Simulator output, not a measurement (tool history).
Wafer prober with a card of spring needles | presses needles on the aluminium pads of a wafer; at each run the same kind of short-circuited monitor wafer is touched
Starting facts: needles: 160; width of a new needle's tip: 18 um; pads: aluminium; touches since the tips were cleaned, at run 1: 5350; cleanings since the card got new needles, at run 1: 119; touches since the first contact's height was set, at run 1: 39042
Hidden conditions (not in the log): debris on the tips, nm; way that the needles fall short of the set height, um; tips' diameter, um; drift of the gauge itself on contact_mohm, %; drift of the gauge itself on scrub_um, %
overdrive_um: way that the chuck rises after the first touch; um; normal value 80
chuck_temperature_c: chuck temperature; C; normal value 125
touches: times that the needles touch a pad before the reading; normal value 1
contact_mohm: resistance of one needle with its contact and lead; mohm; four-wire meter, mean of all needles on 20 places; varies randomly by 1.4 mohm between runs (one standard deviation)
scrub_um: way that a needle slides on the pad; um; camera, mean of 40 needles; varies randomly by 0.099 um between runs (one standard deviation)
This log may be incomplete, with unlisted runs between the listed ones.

| run | hour | overdrive_um | chuck_temperature_c | touches | touches since the tips were cleaned | cleanings since the card got new needles | touches since the first contact's height was set | contact_mohm | scrub_um |
|---|---|---|---|---|---|---|---|---|---|
| 1 | 0.0 | 80 | 125 | 1 | 5350 | 119 | 39042 | 182 | 19.66 |
|  | 6.3 | tips cleaned on abrasive film |
|  | 21.6 | tips cleaned on abrasive film |
| 2 | 23.4 | 80 | 125 | 1 | 1124 | 121 | 53765 | 163 | 19.66 |
|  | 35.2 | tips cleaned on abrasive film |
|  | 49.6 | tips cleaned on abrasive film |
|  | 62.1 | tips cleaned on abrasive film |
| 3 | 65.2 | 80 | 125 | 1 | 1933 | 124 | 80132 | 170 | 19.31 |
|  | 77.6 | tips cleaned on abrasive film |
|  | 92.6 | tips cleaned on abrasive film |
|  | 107.9 | tips cleaned on abrasive film |
| 4 | 112.6 | 80 | 125 | 1 | 2992 | 127 | 110051 | 178 | 19.41 |
|  | 121.5 | tips cleaned on abrasive film |
|  | 136.7 | tips cleaned on abrasive film |
|  | 151.0 | tips cleaned on abrasive film |
| 5 | 152.5 | 80 | 125 | 2 | 985 | 130 | 135232 | 151 | 19.14 |
|  | 164.5 | tips cleaned on abrasive film |
|  | 180.2 | tips cleaned on abrasive film |
|  | 183.4 | tips cleaned on abrasive film, once more |
|  | 197.8 | tips cleaned on abrasive film |
| 6 | 202.0 | 80 | 125 | 2 | 2646 | 134 | 166399 | 167 | 19.27 |
|  | 210.9 | tips cleaned on abrasive film |
|  | 226.3 | tips cleaned on abrasive film |
| 7 | 233.7 | 63 | 125 | 2 | 4662 | 136 | 186389 | 202 | 15.00 |
|  | 241.9 | tips cleaned on abrasive film |
|  | 257.6 | tips cleaned on abrasive film |
| 8 | 258.9 | 78 | 125 | 1 | 777 | 138 | 202276 | 154 | 18.49 |
|  | 271.5 | tips cleaned on abrasive film |
|  | 278.0 | height of the first contact set anew |
|  | 287.0 | tips cleaned on abrasive film |
|  | 302.2 | tips cleaned on abrasive film |
|  | 314.8 | tips cleaned on abrasive film |
| 9 | 315.6 | 78 | 125 | 1 | 529 | 142 | 23691 | 154 | 19.21 |
|  | 328.2 | tips cleaned on abrasive film |
|  | 343.3 | tips cleaned on abrasive film |
|  | 356.9 | tips cleaned on abrasive film |
| 10 | 356.9 | 78 | 125 | 1 | 0 | 145 | 49771 | 138 | 19.03 |
|  | 371.9 | tips cleaned on abrasive film |
|  | 387.3 | tips cleaned on abrasive film |
| 11 | 394.6 | 78 | 125 | 1 | 4608 | 147 | 73547 | 201 | 19.08 |
|  | 400.9 | tips cleaned on abrasive film |
|  | 416.3 | tips cleaned on abrasive film |
| 12 | 420.6 | 78 | 125 | 1 | 2756 | 149 | 89950 | 187 | 18.84 |
|  | 429.8 | tips cleaned on abrasive film |
|  | 444.8 | tips cleaned on abrasive film |
|  | 459.1 | tips cleaned on abrasive film |
| 13 | 464.5 | 78 | 125 | 1 | 3429 | 152 | 117654 | 193 | 18.79 |
|  | 474.0 | tips cleaned on abrasive film |
|  | 486.5 | tips cleaned on abrasive film |
| 14 | 489.3 | 78 | 125 | 1 | 1729 | 154 | 133251 | 177 | 18.76 |
|  | 501.8 | tips cleaned on abrasive film |
|  | 514.4 | tips cleaned on abrasive film |
|  | 527.0 | tips cleaned on abrasive film |
|  | 540.9 | tips cleaned on abrasive film |
| 15 | 540.9 | 90 | 69 | 1 | 0 | 158 | 165773 | 128 | 21.60 |
|  | 555.1 | tips cleaned on abrasive film |
|  | 570.0 | tips cleaned on abrasive film |
| 16 | 581.1 | 80 | 93 | 1 | 7039 | 160 | 191208 | 213 | 18.92 |
|  | 584.3 | tips cleaned on abrasive film |
|  | 599.4 | tips cleaned on abrasive film |
|  | 614.6 | tips cleaned on abrasive film |
|  | 618.0 | height of the first contact set anew |
| 17 | 622.9 | 72 | 93 | 1 | 5089 | 163 | 3108 | 213 | 17.66 |
|  | 629.2 | tips cleaned on abrasive film |
|  | 643.4 | tips cleaned on abrasive film |
|  | 656.0 | tips cleaned on abrasive film |
| 18 | 658.4 | 82 | 75 | 1 | 1518 | 166 | 25462 | 168 | 20.11 |
|  | 670.4 | tips cleaned on abrasive film |
|  | 685.7 | tips cleaned on abrasive film |
|  | 700.0 | tips cleaned on abrasive film |
| 19 | 710.2 | 80 | 34 | 3 | 6484 | 169 | 58179 | 151 | 19.57 |
|  | 713.1 | tips cleaned on abrasive film |
|  | 728.3 | tips cleaned on abrasive film |
| 20 | 735.7 | 80 | 55 | 1 | 4690 | 171 | 74248 | 196 | 19.48 |
|  | 742.0 | tips cleaned on abrasive film |
|  | 756.4 | tips cleaned on abrasive film |
| 21 | 759.0 | 80 | 55 | 1 | 1624 | 173 | 88917 | 171 | 19.47 |
|  | 771.5 | tips cleaned on abrasive film |
|  | 786.1 | tips cleaned on abrasive film |
|  | 800.7 | tips cleaned on abrasive film |
| 22 | 808.7 | 80 | 55 | 1 | 5121 | 176 | 120354 | 202 | 19.27 |
|  | 814.5 | tips cleaned on abrasive film |
|  | 827.1 | tips cleaned on abrasive film |
|  | 842.8 | tips cleaned on abrasive film |
| 23 | 846.2 | 73 | 61 | 2 | 2144 | 179 | 143951 | 168 | 17.41 |
|  | 857.7 | tips cleaned on abrasive film |
|  | 873.0 | tips cleaned on abrasive film |
|  | 886.4 | tips cleaned on abrasive film |
| 24 | 886.4 | 75 | 61 | 2 | 0 | 182 | 169276 | 133 | 17.74 |
|  | 901.1 | tips cleaned on abrasive film |
|  | 916.0 | tips cleaned on abrasive film |
|  | 928.6 | tips cleaned on abrasive film |
| 25 | 940.7 | 91 | 32 | 2 | 7682 | 185 | 203571 | 163 | 21.69 |
|  | 943.9 | tips cleaned on abrasive film |
|  | 958.9 | tips cleaned on abrasive film |
|  | 959.2 | height of the first contact set anew |
|  | 974.7 | tips cleaned on abrasive film |
|  | 989.2 | tips cleaned on abrasive film |
| 26 | 994.8 | 62 | 44 | 2 | 3552 | 189 | 22477 | 195 | 15.19 |
|  | 1004.3 | tips cleaned on abrasive film |
|  | 1016.9 | tips cleaned on abrasive film |
| 27 | 1026.0 | 80 | 73 | 1 | 5802 | 191 | 42152 | 204 | 19.52 |
|  | 1032.3 | tips cleaned on abrasive film |
|  | 1047.6 | tips cleaned on abrasive film |
|  | 1063.1 | tips cleaned on abrasive film |
| 28 | 1063.1 | 80 | 73 | 1 | 27 | 194 | 65551 | 142 | 19.39 |

4 options for the next run, each taken on its own from the tool as it stands now. Forecast them:
|  | 1075.7 | tips cleaned on abrasive film |
|  | 1090.3 | tips cleaned on abrasive film |
|  | 1106.0 | tips cleaned on abrasive film |
| A | 1116.9 | 80 | 73 | 1 | 6887 | 197 | 99500 | ? | ? |
|  | 1075.7 | tips cleaned on abrasive film |
|  | 1090.3 | tips cleaned on abrasive film |
|  | 1106.0 | tips cleaned on abrasive film |
| B | 1116.9 | 97 | 29 | 1 | 6887 | 197 | 99500 | ? | ? |
|  | 1075.7 | tips cleaned on abrasive film |
|  | 1090.3 | tips cleaned on abrasive film |
|  | 1106.0 | tips cleaned on abrasive film |
| C | 1116.9 | 80 | 73 | 2 | 6887 | 197 | 99500 | ? | ? |
|  | 1075.7 | tips cleaned on abrasive film |
|  | 1090.3 | tips cleaned on abrasive film |
|  | 1106.0 | tips cleaned on abrasive film |
| D | 1116.9 | 89 | 92 | 2 | 6887 | 197 | 99500 | ? | ? |

| run | contact_mohm | scrub_um |
|---|---|---|
| A | 215 | 19.44 |
| B | 182 | 23.56 |
| C | 179 | 19.40 |
| D | 169 | 21.76 |
The same runs, with their run-to-run variation unchanged, on a tool lacking any hidden condition would have given:
| run | contact_mohm | scrub_um |
|---|---|---|
| A | 125 | 19.76 |
| B | 115 | 23.88 |
| C | 123 | 19.72 |
| D | 124 | 22.07 |
